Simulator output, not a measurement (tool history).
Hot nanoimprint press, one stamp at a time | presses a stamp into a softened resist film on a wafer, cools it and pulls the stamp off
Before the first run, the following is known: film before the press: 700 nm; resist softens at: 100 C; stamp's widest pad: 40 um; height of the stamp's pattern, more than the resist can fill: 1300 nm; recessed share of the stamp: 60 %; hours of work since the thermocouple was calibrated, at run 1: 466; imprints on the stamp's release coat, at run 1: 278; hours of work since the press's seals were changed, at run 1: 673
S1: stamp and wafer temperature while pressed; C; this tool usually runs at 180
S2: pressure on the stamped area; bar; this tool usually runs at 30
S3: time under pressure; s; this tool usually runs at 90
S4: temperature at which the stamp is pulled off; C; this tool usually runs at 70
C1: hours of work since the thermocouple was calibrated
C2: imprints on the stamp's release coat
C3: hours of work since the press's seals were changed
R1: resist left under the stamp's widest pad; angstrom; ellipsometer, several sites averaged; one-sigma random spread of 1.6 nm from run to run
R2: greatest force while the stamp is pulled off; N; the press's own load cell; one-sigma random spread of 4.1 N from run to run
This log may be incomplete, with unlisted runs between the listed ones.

run,day,S1,S2,S3,S4,C1,C2,C3,R1,R2
1,0,180,30,90,70,466,278,673,2767,216
2,0.488,180,30,90,70,475,351,682,2749,206
3,1.362,180,30,90,70,491,481,699,2772,228
# day 2.212: stamp cleaned and given a new release coat
4,2.517,180,30,90,70,508,45,716,2727,193
5,3.283,179,30,90,70,523,159,730,2849,200
6,3.833,180,30,90,70,533,241,740,2766,202
7,4.712,180,30,90,70,549,372,757,2743,214
# day 4.888: plate thermocouple calibrated
8,5.625,180,30,90,70,14,490,771,2658,220
9,6.067,181,23.8,90,57,22,556,780,2951,283
# day 6.362: stamp cleaned and given a new release coat
10,7.175,175,45,121,63,38,121,796,2202,224
11,7.65,180,21.4,90,55,47,191,804,3217,250
12,8.604,173,30,83,70,65,334,822,3293,209

4 options for the next run, each taken on its own from the tool as it stands now. Forecast them:
A,9.067,176,30,51,75,73,403,831,?,?
B,9.067,187,30,98,64,73,403,831,?,?
C,9.067,180,32,90,70,73,403,831,?,?
D,9.067,173,26.9,86,68,73,403,831,?,?

run,R1,R2
A,3592,189
B,2160,231
C,2566,224
D,3449,223
The same runs, with their run-to-run variation unchanged, on a tool lacking any hidden condition would have given:
run,R1,R2
A,3764,174
B,2256,211
C,2689,206
D,3635,205
